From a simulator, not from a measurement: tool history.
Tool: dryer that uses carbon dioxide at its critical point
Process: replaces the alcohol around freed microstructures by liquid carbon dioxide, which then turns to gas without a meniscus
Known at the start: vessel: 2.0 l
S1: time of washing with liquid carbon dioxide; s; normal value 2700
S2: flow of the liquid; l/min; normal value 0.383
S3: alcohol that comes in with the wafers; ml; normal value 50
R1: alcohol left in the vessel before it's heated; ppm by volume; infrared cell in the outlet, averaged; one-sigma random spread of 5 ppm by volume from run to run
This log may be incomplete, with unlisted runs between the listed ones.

{"run": 1, "hour": 0.0, "S1": 2700, "S2": 0.383, "S3": 50, "R1": 97}
{"run": 2, "hour": 23.8, "S1": 2700, "S2": 0.383, "S3": 50, "R1": 110}
{"run": 3, "hour": 65.7, "S1": 2700, "S2": 0.559, "S3": 50, "R1": 44}
{"run": 4, "hour": 106.8, "S1": 2700, "S2": 0.559, "S3": 50, "R1": 42}
{"run": 5, "hour": 136.7, "S1": 2700, "S2": 0.559, "S3": 50, "R1": 52}
{"run": 6, "hour": 164.9, "S1": 2700, "S2": 0.559, "S3": 50, "R1": 47}
{"run": 7, "hour": 201.0, "S1": 2700, "S2": 0.559, "S3": 50, "R1": 57}
{"run": 8, "hour": 223.3, "S1": 2700, "S2": 0.383, "S3": 102, "R1": 159}
{"run": 9, "hour": 252.9, "S1": 2700, "S2": 0.309, "S3": 50, "R1": 243}
{"run": 10, "hour": 287.6, "S1": 2700, "S2": 0.309, "S3": 50, "R1": 261}
{"run": 11, "hour": 306.1, "S1": 2700, "S2": 0.383, "S3": 50, "R1": 111}
{"run": 12, "hour": 326.7, "S1": 2700, "S2": 0.383, "S3": 50, "R1": 127}
{"run": 13, "hour": 360.6, "S1": 2700, "S2": 0.383, "S3": 50, "R1": 128}
{"run": 14, "hour": 393.7, "S1": 2100, "S2": 0.383, "S3": 50, "R1": 325}
{"run": 15, "hour": 438.2, "S1": 2100, "S2": 0.383, "S3": 50, "R1": 342}
{"run": 16, "hour": 480.4, "S1": 2100, "S2": 0.383, "S3": 50, "R1": 357}
{"run": 17, "hour": 515.4, "S1": 2100, "S2": 0.383, "S3": 50, "R1": 399}
{"run": 18, "hour": 538.1, "S1": 2100, "S2": 0.383, "S3": 50, "R1": 246}
{"run": 19, "hour": 570.4, "S1": 2700, "S2": 0.383, "S3": 50, "R1": 118}
{"run": 20, "hour": 594.0, "S1": 2700, "S2": 0.383, "S3": 110, "R1": 182}
{"run": 21, "hour": 616.4, "S1": 3840, "S2": 0.383, "S3": 68, "R1": 93}
{"run": 22, "hour": 647.0, "S1": 2580, "S2": 0.368, "S3": 34, "R1": 142}
{"run": 23, "hour": 676.5, "S1": 2040, "S2": 0.383, "S3": 50, "R1": 328}
{"run": 24, "hour": 694.7, "S1": 2100, "S2": 0.383, "S3": 80, "R1": 415}
{"run": 25, "hour": 713.5, "S1": 3360, "S2": 0.377, "S3": 35, "R1": 91}
{"run": 26, "hour": 732.4, "S1": 3360, "S2": 0.377, "S3": 35, "R1": 104}
{"run": 27, "hour": 762.9, "S1": 1680, "S2": 0.383, "S3": 21, "R1": 328}
{"run": 28, "hour": 808.0, "S1": 1680, "S2": 0.383, "S3": 21, "R1": 368}
{"run": 29, "hour": 835.0, "S1": 2820, "S2": 0.383, "S3": 101, "R1": 212}
{"run": 30, "hour": 854.7, "S1": 2640, "S2": 0.236, "S3": 74, "R1": 1344}
{"run": 31, "hour": 892.3, "S1": 2640, "S2": 0.4, "S3": 28, "R1": 145}
{"run": 32, "hour": 914.6, "S1": 3780, "S2": 0.4, "S3": 118, "R1": 119}
{"run": 33, "hour": 937.9, "S1": 3780, "S2": 0.4, "S3": 118, "R1": 128}
{"run": 34, "hour": 972.0, "S1": 3900, "S2": 0.383, "S3": 71, "R1": 120}
{"run": 35, "hour": 1006.5, "S1": 3900, "S2": 0.383, "S3": 69, "R1": 123}
{"run": 36, "hour": 1044.8, "S1": 2820, "S2": 0.383, "S3": 30, "R1": 142}
{"run": 37, "hour": 1068.0, "S1": 2820, "S2": 0.516, "S3": 101, "R1": 129}
{"run": 38, "hour": 1095.0, "S1": 3420, "S2": 0.516, "S3": 101, "R1": 121}
{"run": 39, "hour": 1119.6, "S1": 3540, "S2": 0.233, "S3": 38, "R1": 285}
{"run": 40, "hour": 1147.7, "S1": 3540, "S2": 0.233, "S3": 88, "R1": 528}

Not shown: 3 entries that the log had between the listed runs. Between which runs, and how does the tool's hidden state differ before and after?
From run 3 to run 4: inlet filter changed (hour 83.6)
  flow that reaches the vessel past the clogged filter, %: 89.5 -> 98.8; alcohol in the recycled carbon dioxide, ppm: 39.9 -> 43.1
  what was measured, less what the result would be without the hidden state, R1: +38 -> +38 ppm by volume
From run 17 to run 18: inlet filter changed (hour 524)
  flow that reaches the vessel past the clogged filter, %: 87.8 -> 99.5; alcohol in the recycled carbon dioxide, ppm: 75.1 -> 76.8
  what was measured, less what the result would be without the hidden state, R1: +216 -> +76 ppm by volume
From run 33 to run 34: inlet filter changed (hour 963.7)
  flow that reaches the vessel past the clogged filter, %: 88.9 -> 99.7; alcohol in the recycled carbon dioxide, ppm: 109.1 -> 111.9
  what was measured, less what the result would be without the hidden state, R1: +112 -> +110 ppm by volume
